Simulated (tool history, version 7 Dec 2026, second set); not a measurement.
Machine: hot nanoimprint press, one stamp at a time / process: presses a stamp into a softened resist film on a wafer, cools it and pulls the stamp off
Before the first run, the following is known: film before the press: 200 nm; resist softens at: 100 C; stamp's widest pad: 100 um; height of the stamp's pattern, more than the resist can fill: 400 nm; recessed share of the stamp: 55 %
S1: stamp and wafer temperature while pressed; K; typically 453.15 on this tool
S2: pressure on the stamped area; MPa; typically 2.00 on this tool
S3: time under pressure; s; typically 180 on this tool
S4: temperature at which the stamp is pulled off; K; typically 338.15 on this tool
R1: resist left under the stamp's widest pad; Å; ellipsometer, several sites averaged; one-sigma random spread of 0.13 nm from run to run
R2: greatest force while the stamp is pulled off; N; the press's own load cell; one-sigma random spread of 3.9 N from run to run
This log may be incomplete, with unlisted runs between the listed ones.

{"run": 1, "hour": 0.0, "S1": 453.15, "S2": 2.0, "S3": 180, "S4": 338.15, "R1": 834, "R2": 196}
{"run": 2, "hour": 23.1, "S1": 453.15, "S2": 2.0, "S3": 180, "S4": 338.15, "R1": 834, "R2": 197}
{"run": 3, "hour": 34.7, "S1": 464.15, "S2": 2.0, "S3": 180, "S4": 338.15, "R1": 647, "R2": 202}
{"run": 4, "hour": 45.3, "S1": 453.15, "S2": 2.0, "S3": 180, "S4": 338.15, "R1": 832, "R2": 220}
{"run": 5, "hour": 67.8, "S1": 453.15, "S2": 2.0, "S3": 180, "S4": 338.15, "R1": 831, "R2": 200}
{"hour": 82.4, "done": "plate thermocouple calibrated"}
{"run": 6, "hour": 86.3, "S1": 453.15, "S2": 3.16, "S3": 180, "S4": 338.15, "R1": 676, "R2": 203}
{"run": 7, "hour": 98.3, "S1": 453.15, "S2": 3.16, "S3": 180, "S4": 338.15, "R1": 674, "R2": 215}
{"run": 8, "hour": 113.7, "S1": 453.15, "S2": 3.16, "S3": 180, "S4": 338.15, "R1": 673, "R2": 207}
{"run": 9, "hour": 124.9, "S1": 453.15, "S2": 3.16, "S3": 180, "S4": 338.15, "R1": 676, "R2": 220}
{"run": 10, "hour": 145.0, "S1": 453.15, "S2": 2.0, "S3": 180, "S4": 343.15, "R1": 827, "R2": 187}
{"run": 11, "hour": 161.8, "S1": 453.15, "S2": 3.05, "S3": 180, "S4": 338.15, "R1": 681, "R2": 222}
{"hour": 175.9, "done": "plate thermocouple calibrated, once more"}
{"run": 12, "hour": 181.8, "S1": 453.15, "S2": 3.05, "S3": 180, "S4": 338.15, "R1": 708, "R2": 230}
{"run": 13, "hour": 202.0, "S1": 453.15, "S2": 3.05, "S3": 180, "S4": 338.15, "R1": 708, "R2": 227}
{"run": 14, "hour": 214.0, "S1": 453.15, "S2": 3.05, "S3": 180, "S4": 338.15, "R1": 709, "R2": 226}
{"run": 15, "hour": 232.2, "S1": 453.15, "S2": 2.0, "S3": 180, "S4": 345.15, "R1": 849, "R2": 201}
{"run": 16, "hour": 245.5, "S1": 445.15, "S2": 2.0, "S3": 180, "S4": 334.15, "R1": 1033, "R2": 248}
{"run": 17, "hour": 257.9, "S1": 445.15, "S2": 2.0, "S3": 180, "S4": 334.15, "R1": 1031, "R2": 261}
{"run": 18, "hour": 276.4, "S1": 461.15, "S2": 2.0, "S3": 180, "S4": 338.15, "R1": 707, "R2": 233}
{"run": 19, "hour": 295.8, "S1": 447.15, "S2": 2.63, "S3": 180, "S4": 333.15, "R1": 879, "R2": 256}
{"run": 20, "hour": 305.7, "S1": 465.15, "S2": 2.63, "S3": 180, "S4": 333.15, "R1": 566, "R2": 264}

The next listed run, before its measurement:
{"run": 21, "hour": 319.8, "S1": 457.15, "S2": 1.8, "S3": 282, "S4": 343.15, "R1": "?", "R2": "?"}

For run 21 the tool returned R1 673 Å, R2 225 N.
Were there no unlogged condition in the tool, this run, its random variation unchanged, would have produced R1 668 Å, R2 178 N.
